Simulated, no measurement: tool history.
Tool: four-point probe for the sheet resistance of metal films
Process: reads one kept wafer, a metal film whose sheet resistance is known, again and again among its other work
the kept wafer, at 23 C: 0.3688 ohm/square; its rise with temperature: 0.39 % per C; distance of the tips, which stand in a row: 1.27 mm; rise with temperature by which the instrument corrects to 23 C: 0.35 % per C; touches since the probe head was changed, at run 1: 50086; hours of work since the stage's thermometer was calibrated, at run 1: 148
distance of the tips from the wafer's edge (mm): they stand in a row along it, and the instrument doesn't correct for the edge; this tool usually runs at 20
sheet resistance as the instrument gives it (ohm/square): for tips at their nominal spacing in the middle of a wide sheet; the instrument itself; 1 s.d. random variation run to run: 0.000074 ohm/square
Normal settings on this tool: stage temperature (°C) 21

run,hour,stage temperature (°C),distance of the tips from the wafer's edge (mm),touches since the probe head was changed,hours of work since the stage's thermometer was calibrated,sheet resistance as the instrument gives it (ohm/square)
1,0.0,21,20,50086,148,0.369427
2,16.3,21,20,50789,158,0.369436
3,32.2,21,20,51472,167,0.369420
4,53.8,21,20,52401,180,0.369409
5,71.8,21,20,53174,190,0.369416
6,93.4,21,28,54101,203,0.369038
7,110.9,21,28,54854,214,0.368911
8,125.8,33,28,55496,222,0.370599
9,136.1,33,28,55938,228,0.370506
10,160.6,21,20,56992,243,0.369584
11,180.1,21,20,57827,254,0.369326
12,196.5,21,20,58533,264,0.369391
13,211.7,21,18,59186,273,0.369749
14,236.2,21,18,60240,287,0.369696
15,260.9,21,18,61303,302,0.369511
16,285.8,21,18,62374,317,0.369605
17,300.1,21,18,62987,325,0.369679
18,314.9,21,20,63621,334,0.369366
19,330.4,21,20,64292,343,0.369442
20,354.2,21,20,65313,357,0.369463
21,372.1,35,5,66082,368,0.382862
22,388.4,35,5,66783,377,0.383009
23,404.5,35,5,67473,387,0.383013
24,417.2,23,4,68023,394,0.387789
25,430.5,23,4,68591,402,0.387915
26,447.2,26,3,69310,412,0.401742
27,466.6,21,6,70147,423,0.377213
28,480.2,31,40,70728,431,0.370167
# hour 497.7: new probe head fitted
29,497.7,31,10,0,441,0.373108
30,511.5,27,23,596,449,0.369960

4 ways to go on from here, each from the tool as it stands after run 30. What would each give?
A,536.1,21,5,1650,464,?
B,536.1,21,61,1650,464,?
C,536.1,23,13,1650,464,?
D,536.1,30,23,1650,464,?

run,sheet resistance as the instrument gives it (ohm/square)
A,0.380813
B,0.368439
C,0.370728
D,0.370258
Without the tool's hidden state the same runs would have given:
run,sheet resistance as the instrument gives it (ohm/square)
A,0.380842
B,0.368467
C,0.370756
D,0.370286
